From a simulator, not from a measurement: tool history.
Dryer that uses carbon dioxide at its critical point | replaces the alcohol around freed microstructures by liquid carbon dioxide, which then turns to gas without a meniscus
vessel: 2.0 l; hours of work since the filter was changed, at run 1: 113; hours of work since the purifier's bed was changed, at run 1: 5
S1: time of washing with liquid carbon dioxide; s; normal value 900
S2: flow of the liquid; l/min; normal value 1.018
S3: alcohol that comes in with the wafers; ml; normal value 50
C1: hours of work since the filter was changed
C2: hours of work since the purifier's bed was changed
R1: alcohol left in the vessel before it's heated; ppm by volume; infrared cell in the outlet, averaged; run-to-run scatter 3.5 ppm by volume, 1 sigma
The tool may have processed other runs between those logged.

run	hour	S1	S2	S3	C1	C2	R1
1	0	900	1.018	50	113	5	45
2	7.7	900	1.018	50	116	8	53
3	15.5	900	0.75	50	119	12	257
4	21.1	900	0.75	50	122	14	268
5	31.1	900	0.75	50	126	19	264
6	36	900	1.018	50	129	21	57
7	40.8	1260	0.73	21	131	23	33
8	45.8	1440	1.16	59	133	25	8
9	53.2	1320	1.56	50	136	29	14
10	58.7	660	0.87	25	139	31	254
11	63.9	1260	0.74	58	141	33	58

Selected run-to-run steps in R1, each split into two signed amounts: the part the tool would show with no hidden state at all (from settings, incoming material and random variation), and the remainder, which goes to the hidden state together with any gauge scatter not common to the measured and the hidden-state-free results:
Hidden conditions of the tool in this case: flow that reaches the vessel past the clogged filter, %; alcohol in the recycled carbon dioxide, ppm; drift of the gauge itself on alcohol_ppm, %.
Run 9 -> 10: S1 1320 -> 660, S2 1.56 -> 0.87, S3 50 -> 25. R1 +240 ppm by volume: hidden state +20, all else +220.

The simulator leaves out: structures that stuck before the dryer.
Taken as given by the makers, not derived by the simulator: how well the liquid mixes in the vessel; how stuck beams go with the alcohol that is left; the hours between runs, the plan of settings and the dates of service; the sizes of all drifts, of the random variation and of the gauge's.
